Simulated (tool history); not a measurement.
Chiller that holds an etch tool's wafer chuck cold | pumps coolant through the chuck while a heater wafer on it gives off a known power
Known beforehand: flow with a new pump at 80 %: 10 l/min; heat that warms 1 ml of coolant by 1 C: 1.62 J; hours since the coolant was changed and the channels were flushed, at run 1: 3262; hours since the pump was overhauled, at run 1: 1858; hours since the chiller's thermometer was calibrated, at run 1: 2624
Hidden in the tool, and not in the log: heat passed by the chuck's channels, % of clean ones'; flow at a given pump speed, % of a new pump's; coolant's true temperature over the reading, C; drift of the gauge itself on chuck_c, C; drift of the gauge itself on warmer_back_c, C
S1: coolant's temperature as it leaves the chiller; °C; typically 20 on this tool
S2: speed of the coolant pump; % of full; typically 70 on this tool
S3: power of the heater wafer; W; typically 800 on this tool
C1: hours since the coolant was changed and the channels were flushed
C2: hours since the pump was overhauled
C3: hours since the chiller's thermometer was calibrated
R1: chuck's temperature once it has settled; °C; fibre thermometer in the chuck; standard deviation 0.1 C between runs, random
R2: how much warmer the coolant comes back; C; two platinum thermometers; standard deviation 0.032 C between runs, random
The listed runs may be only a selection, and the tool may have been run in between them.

run 1 hour=0.0 | S1=20 S2=70 S3=800 | C1=3262 C2=1858 C3=2624 | R1=31.2 R2=3.42
run 2 hour=108.4 | S1=20 S2=70 S3=473 | C1=3370 C2=1966 C3=2733 | R1=26.9 R2=2.06
run 3 hour=188.3 | S1=20 S2=70 S3=473 | C1=3450 C2=2046 C3=2813 | R1=26.8 R2=2.04
run 4 hour=254.7 | S1=20 S2=70 S3=473 | C1=3517 C2=2112 C3=2879 | R1=27.1 R2=2.01
run 5 hour=322.0 | S1=20 S2=70 S3=473 | C1=3584 C2=2180 C3=2946 | R1=26.9 R2=2.02
run 6 hour=392.6 | S1=20 S2=70 S3=473 | C1=3654 C2=2250 C3=3017 | R1=26.9 R2=2.07
run 7 hour=504.4 | S1=11 S2=70 S3=800 | C1=3766 C2=2362 C3=3129 | R1=22.5 R2=3.44
run 8 hour=564.7 | S1=20 S2=70 S3=800 | C1=3827 C2=2422 C3=3189 | R1=31.6 R2=3.44
-- hour=627.0 chiller's thermometer calibrated
run 9 hour=651.7 | S1=20 S2=70 S3=800 | C1=3912 C2=2508 C3=25 | R1=30.6 R2=3.38
run 10 hour=753.8 | S1=20 S2=70 S3=800 | C1=4015 C2=2610 C3=127 | R1=31.0 R2=3.47
run 11 hour=851.5 | S1=20 S2=70 S3=800 | C1=4112 C2=2708 C3=224 | R1=31.1 R2=3.48
run 12 hour=920.0 | S1=20 S2=70 S3=800 | C1=4181 C2=2776 C3=293 | R1=31.0 R2=3.41
run 13 hour=1009.1 | S1=20 S2=70 S3=800 | C1=4270 C2=2866 C3=382 | R1=31.0 R2=3.49
run 14 hour=1085.3 | S1=13 S2=70 S3=800 | C1=4346 C2=2942 C3=458 | R1=23.9 R2=3.48
run 15 hour=1198.0 | S1=20 S2=72 S3=800 | C1=4459 C2=3055 C3=571 | R1=31.0 R2=3.37
-- hour=1289.5 coolant changed, channels flushed
run 16 hour=1322.1 | S1=29 S2=65 S3=848 | C1=33 C2=3173 C3=689 | R1=40.0 R2=3.96
run 17 hour=1415.4 | S1=29 S2=65 S3=848 | C1=126 C2=3266 C3=782 | R1=39.9 R2=3.91
run 18 hour=1527.9 | S1=29 S2=65 S3=531 | C1=238 C2=3378 C3=895 | R1=36.0 R2=2.50
run 19 hour=1619.0 | S1=30 S2=77 S3=989 | C1=329 C2=3470 C3=986 | R1=41.9 R2=3.91
run 20 hour=1704.6 | S1=14 S2=70 S3=454 | C1=415 C2=3555 C3=1072 | R1=19.7 R2=2.01
run 21 hour=1816.0 | S1=13 S2=98 S3=454 | C1=526 C2=3666 C3=1183 | R1=17.9 R2=1.43
run 22 hour=1909.0 | S1=19 S2=86 S3=579 | C1=619 C2=3760 C3=1276 | R1=25.7 R2=2.05
run 23 hour=2007.7 | S1=19 S2=86 S3=579 | C1=718 C2=3858 C3=1375 | R1=25.7 R2=2.03
run 24 hour=2084.5 | S1=11 S2=86 S3=631 | C1=795 C2=3935 C3=1451 | R1=18.5 R2=2.30

For each run, the measured value with the value that run would have given without the tool's hidden condition subtracted. The run-to-run variation is shared by both, the gauge scatter possibly not:
run=1 R1=+1.6 R2=+0.05
run=2 R1=+1.2 R2=+0.04
run=3 R1=+1.2 R2=+0.03
run=4 R1=+1.3 R2=+0.03
run=5 R1=+1.3 R2=+0.04
run=6 R1=+1.4 R2=+0.04
run=7 R1=+1.9 R2=+0.07
run=8 R1=+2.0 R2=+0.07
run=9 R1=+1.2 R2=+0.07
run=10 R1=+1.3 R2=+0.08
run=11 R1=+1.4 R2=+0.08
run=12 R1=+1.4 R2=+0.09
run=13 R1=+1.4 R2=+0.09
run=14 R1=+1.5 R2=+0.10
run=15 R1=+1.5 R2=+0.10
run=16 R1=+0.3 R2=+0.12
run=17 R1=+0.4 R2=+0.13
run=18 R1=+0.3 R2=+0.08
run=19 R1=+0.6 R2=+0.13
run=20 R1=+0.3 R2=+0.07
run=21 R1=+0.4 R2=+0.05
run=22 R1=+0.5 R2=+0.07
run=23 R1=+0.5 R2=+0.07
run=24 R1=+0.6 R2=+0.09
